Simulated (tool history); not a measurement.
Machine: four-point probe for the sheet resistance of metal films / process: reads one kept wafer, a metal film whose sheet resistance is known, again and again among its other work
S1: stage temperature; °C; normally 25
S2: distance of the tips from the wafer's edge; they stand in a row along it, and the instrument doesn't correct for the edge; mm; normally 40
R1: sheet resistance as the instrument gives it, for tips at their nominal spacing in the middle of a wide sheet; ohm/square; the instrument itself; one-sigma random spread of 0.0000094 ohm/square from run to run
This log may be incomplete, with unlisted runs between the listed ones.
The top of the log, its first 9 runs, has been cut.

| run | hour | S1 | S2 | R1 |
|---|---|---|---|---|
| 10 | 166.9 | 25 | 40 | 0.046824 |
| 11 | 181.5 | 25 | 40 | 0.046806 |
|  | 183.4 | stage's thermometer calibrated |
| 12 | 195.5 | 25 | 40 | 0.046822 |
| 13 | 217.7 | 25 | 40 | 0.046817 |
|  | 223.4 | stage's thermometer calibrated, once more |
| 14 | 232.2 | 25 | 40 | 0.046773 |
| 15 | 256.4 | 25 | 40 | 0.046767 |
| 16 | 269.2 | 25 | 40 | 0.046788 |
| 17 | 292.0 | 34 | 40 | 0.046550 |
| 18 | 302.7 | 21 | 52 | 0.046855 |
| 19 | 318.5 | 21 | 52 | 0.046864 |
| 20 | 340.1 | 19 | 59 | 0.046897 |
| 21 | 360.5 | 19 | 16 | 0.046930 |
| 22 | 385.9 | 25 | 15 | 0.046770 |
| 23 | 401.7 | 25 | 6 | 0.046930 |
| 24 | 416.5 | 25 | 6 | 0.046950 |
| 25 | 437.9 | 25 | 6 | 0.046918 |
| 26 | 451.5 | 19 | 6 | 0.047065 |
| 27 | 471.2 | 27 | 5 | 0.046965 |
| 28 | 485.5 | 18 | 7 | 0.047049 |
| 29 | 497.2 | 25 | 20 | 0.046781 |
| 30 | 514.1 | 25 | 20 | 0.046778 |
| 31 | 536.5 | 25 | 20 | 0.046749 |
| 32 | 559.7 | 34 | 11 | 0.046585 |
| 33 | 581.7 | 34 | 11 | 0.046582 |

Each row is a separate what-if for the run after 33, all from the same tool condition, not one after another. Results?
| A | 600.6 | 25 | 9 | ? |
| B | 600.6 | 21 | 30 | ? |
| C | 600.6 | 25 | 8 | ? |
| D | 600.6 | 32 | 51 | ? |

| run | R1 |
|---|---|
| A | 0.046811 |
| B | 0.046847 |
| C | 0.046832 |
| D | 0.046570 |
Had the tool no hidden state, the same runs would have come out as:
| run | R1 |
|---|---|
| A | 0.046931 |
| B | 0.046968 |
| C | 0.046953 |
| D | 0.046690 |
